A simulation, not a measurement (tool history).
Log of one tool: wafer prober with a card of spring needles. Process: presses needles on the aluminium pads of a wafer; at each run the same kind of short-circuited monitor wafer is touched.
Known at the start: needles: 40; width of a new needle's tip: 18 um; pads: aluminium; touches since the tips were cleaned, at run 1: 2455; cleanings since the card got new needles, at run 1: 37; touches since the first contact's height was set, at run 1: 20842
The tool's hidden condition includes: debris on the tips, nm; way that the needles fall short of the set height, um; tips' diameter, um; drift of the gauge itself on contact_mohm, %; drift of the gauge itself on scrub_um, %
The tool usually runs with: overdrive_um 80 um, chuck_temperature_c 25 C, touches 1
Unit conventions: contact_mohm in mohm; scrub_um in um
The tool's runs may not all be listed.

run	hour	overdrive_um	chuck_temperature_c	touches	touches since the tips were cleaned	cleanings since the card got new needles	touches since the first contact's height was set	contact_mohm	scrub_um
1	0.0	80	25	1	2455	37	20842	136	18.45
# hour 19.8: tips cleaned on abrasive film
2	29.7	80	25	1	2098	38	27143	132	18.43
# hour 49.3: tips cleaned on abrasive film
# hour 81.3: tips cleaned on abrasive film
3	83.4	80	25	1	453	40	38541	117	18.43
# hour 112.5: tips cleaned on abrasive film
4	113.4	80	25	1	204	41	44905	111	18.39
5	140.3	80	35	1	5933	41	50634	146	18.39
# hour 145.1: tips cleaned on abrasive film
# hour 145.4: height of the first contact set anew
# hour 178.5: tips cleaned on abrasive film
6	196.1	80	28	2	3760	43	10779	126	18.34
# hour 211.7: tips cleaned on abrasive film
7	219.4	80	28	2	1646	44	15719	121	18.33
# hour 242.9: height of the first contact set anew, once more
# hour 243.0: tips cleaned on abrasive film
8	255.9	80	46	2	2734	45	2734	125	18.49
# hour 272.9: tips cleaned on abrasive film
# hour 302.4: tips cleaned on abrasive film
9	303.8	98	87	2	298	47	12898	113	22.62
# hour 331.3: tips cleaned on abrasive film
10	339.9	72	60	2	1820	48	20555	132	16.61

Each row is a separate what-if for the run after 10, all from the same tool condition, not one after another. Results?
# hour 362.1: tips cleaned on abrasive film
# hour 391.4: tips cleaned on abrasive film
A	394.9	78	60	2	752	50	32238	?	?
# hour 362.1: tips cleaned on abrasive film
# hour 391.4: tips cleaned on abrasive film
B	394.9	81	42	1	752	50	32238	?	?
# hour 362.1: tips cleaned on abrasive film
# hour 391.4: tips cleaned on abrasive film
C	394.9	81	60	2	752	50	32238	?	?

run	contact_mohm	scrub_um
A	122	17.96
B	124	18.62
C	121	18.63
What these runs would have given with no unlogged condition in the tool:
run	contact_mohm	scrub_um
A	112	18.04
B	108	18.70
C	112	18.71
